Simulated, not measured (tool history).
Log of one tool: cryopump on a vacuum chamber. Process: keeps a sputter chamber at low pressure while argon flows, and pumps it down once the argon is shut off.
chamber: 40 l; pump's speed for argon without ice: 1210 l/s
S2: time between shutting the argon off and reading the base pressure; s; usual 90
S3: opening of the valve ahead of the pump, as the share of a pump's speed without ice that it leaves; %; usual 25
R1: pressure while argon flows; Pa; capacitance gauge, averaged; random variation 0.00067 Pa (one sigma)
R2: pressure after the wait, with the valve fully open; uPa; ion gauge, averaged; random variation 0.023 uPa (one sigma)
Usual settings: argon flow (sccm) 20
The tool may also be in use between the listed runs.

run 1 hour=0.0 | argon_flow_(sccm)=20 S2=90 S3=25 | R1=0.1164 R2=1.30
run 2 hour=19.7 | argon_flow_(sccm)=20 S2=90 S3=59 | R1=0.0519 R2=1.23
run 3 hour=57.1 | argon_flow_(sccm)=20 S2=90 S3=59 | R1=0.0527 R2=1.31
run 4 hour=81.3 | argon_flow_(sccm)=20 S2=90 S3=25 | R1=0.1179 R2=1.40
run 5 hour=126.9 | argon_flow_(sccm)=20 S2=90 S3=25 | R1=0.1194 R2=1.39
run 6 hour=155.6 | argon_flow_(sccm)=20 S2=90 S3=25 | R1=0.1204 R2=1.45
run 7 hour=182.9 | argon_flow_(sccm)=20 S2=90 S3=25 | R1=0.1213 R2=1.43
run 8 hour=208.2 | argon_flow_(sccm)=20 S2=90 S3=25 | R1=0.1222 R2=1.49
run 9 hour=233.8 | argon_flow_(sccm)=33 S2=90 S3=25 | R1=0.2040 R2=1.54
run 10 hour=255.0 | argon_flow_(sccm)=33 S2=90 S3=25 | R1=0.2060 R2=1.56
run 11 hour=274.3 | argon_flow_(sccm)=33 S2=90 S3=25 | R1=0.2068 R2=1.61
-- hour=303.1 pump warmed up, emptied and cooled again
run 12 hour=309.9 | argon_flow_(sccm)=33 S2=90 S3=25 | R1=0.1859 R2=1.25
run 13 hour=353.3 | argon_flow_(sccm)=10 S2=90 S3=25 | R1=0.0560 R2=1.35
run 14 hour=376.7 | argon_flow_(sccm)=10 S2=21 S3=25 | R1=0.0562 R2=3.04
run 15 hour=406.0 | argon_flow_(sccm)=10 S2=21 S3=25 | R1=0.0576 R2=2.98
run 16 hour=446.1 | argon_flow_(sccm)=10 S2=21 S3=25 | R1=0.0577 R2=2.95
run 17 hour=487.8 | argon_flow_(sccm)=23 S2=90 S3=25 | R1=0.1327 R2=1.46
run 18 hour=530.9 | argon_flow_(sccm)=23 S2=90 S3=25 | R1=0.1341 R2=1.45
run 19 hour=560.7 | argon_flow_(sccm)=23 S2=101 S3=49 | R1=0.0736 R2=1.47

Forecast run 20:
run 20 hour=583.5 | argon_flow_(sccm)=20 S2=90 S3=38 | R1=? R2=?

{"run 20": {"R1": 0.0825, "R2": 1.52}}
Without the tool's hidden state the same run would have given R1 0.0747 Pa, R2 0.71 uPa.

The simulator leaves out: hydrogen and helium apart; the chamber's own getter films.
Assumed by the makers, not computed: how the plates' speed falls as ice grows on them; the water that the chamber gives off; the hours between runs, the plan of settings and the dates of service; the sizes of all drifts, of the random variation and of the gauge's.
